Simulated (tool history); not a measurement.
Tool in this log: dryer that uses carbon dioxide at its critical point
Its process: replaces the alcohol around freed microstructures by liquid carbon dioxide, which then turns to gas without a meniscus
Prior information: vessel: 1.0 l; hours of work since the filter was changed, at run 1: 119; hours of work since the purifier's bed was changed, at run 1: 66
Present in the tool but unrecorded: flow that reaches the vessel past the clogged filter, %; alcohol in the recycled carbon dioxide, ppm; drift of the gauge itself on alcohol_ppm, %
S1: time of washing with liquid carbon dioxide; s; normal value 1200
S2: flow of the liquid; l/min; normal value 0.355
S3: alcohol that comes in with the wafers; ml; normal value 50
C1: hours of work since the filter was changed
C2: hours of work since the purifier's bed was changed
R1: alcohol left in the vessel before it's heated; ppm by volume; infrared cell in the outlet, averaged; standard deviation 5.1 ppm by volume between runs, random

run	hour	S1	S2	S3	C1	C2	R1
1	0	1200	0.355	50	119	66	108
2	14.8	1200	0.355	84	124	71	178
3	34.3	1200	0.355	84	130	77	186
4	44.2	1200	0.355	84	133	80	174
5	63	1200	0.355	44	139	87	108
6	83.7	1200	0.355	51	146	93	117
7	97.1	1200	0.355	51	150	98	121
8	113.7	1200	0.355	51	156	103	124
9	127.3	1200	0.445	50	160	107	43
10	137	1020	0.355	50	163	111	291
11	152.2	1020	0.355	50	168	115	275
12	166.3	1200	0.355	50	173	120	136
13	183.5	1200	0.355	50	178	126	127
14	192.4	1200	0.355	50	181	128	133
15	204.2	1200	0.355	50	185	132	134
16	222.6	1200	0.355	50	191	138	140
17	238.7	1200	0.355	62	196	143	164
18	256.8	1200	0.355	62	202	149	178
19	274.8	1200	0.381	50	208	155	93
20	288.8	1200	0.381	50	212	160	107
21	299.1	1200	0.355	50	216	163	153
22	316.5	1200	0.355	50	221	169	152
23	329.9	1200	0.231	50	226	173	983
24	347	1200	0.292	50	231	178	387
25	362.6	1200	0.292	50	236	183	389
26	382.4	1200	0.292	50	243	190	393
27	399.5	1200	0.292	50	248	195	402
28	417.4	1200	0.254	70	254	201	1028
29	429.4	1200	0.254	70	258	205	990
30	446	1020	0.377	50	263	210	287
31	460	900	0.346	83	268	215	1201
32	472.2	1800	0.294	83	272	219	88
33	491.2	1800	0.294	83	278	225	78
34	508.7	1800	0.294	83	284	231	83
35	519.4	1200	0.355	21	287	234	91
36	536.1	1200	0.501	37	292	240	53
37	545.8	900	0.265	68	296	243	2579
38	566.3	960	0.374	26	302	249	247
39	576.8	1200	0.251	50	306	253	835
40	593.6	1500	0.309	26	311	258	80
41	614.3	1500	0.309	26	318	265	84
42	634.7	1080	0.355	42	324	271	301
# hour 637.8: inlet filter changed
43	652.5	840	0.457	118	5	277	388
44	665.1	840	0.457	118	9	281	406
45	673.7	840	0.457	118	12	284	410
46	685.9	1200	0.258	44	16	288	393
47	705.6	1200	0.258	44	22	294	410
48	715	1800	0.399	96	25	297	34

Some steps in R1 between neighbouring runs. How much of each would the tool show without its hidden state too (settings, what came in, random variation), and how much is left for the hidden state, with any gauge scatter that isn't in both results?
Run 31 -> 32: S1 900 -> 1800, S2 0.346 -> 0.294. R1 -1113 ppm by volume: hidden state -474, all else -639.
Run 36 -> 37: S1 1200 -> 900, S2 0.501 -> 0.265, S3 37 -> 68. R1 +2526 ppm by volume: hidden state +982, all else +1544.
Run 37 -> 38: S1 900 -> 960, S2 0.265 -> 0.374, S3 68 -> 26. R1 -2332 ppm by volume: hidden state -876, all else -1456.
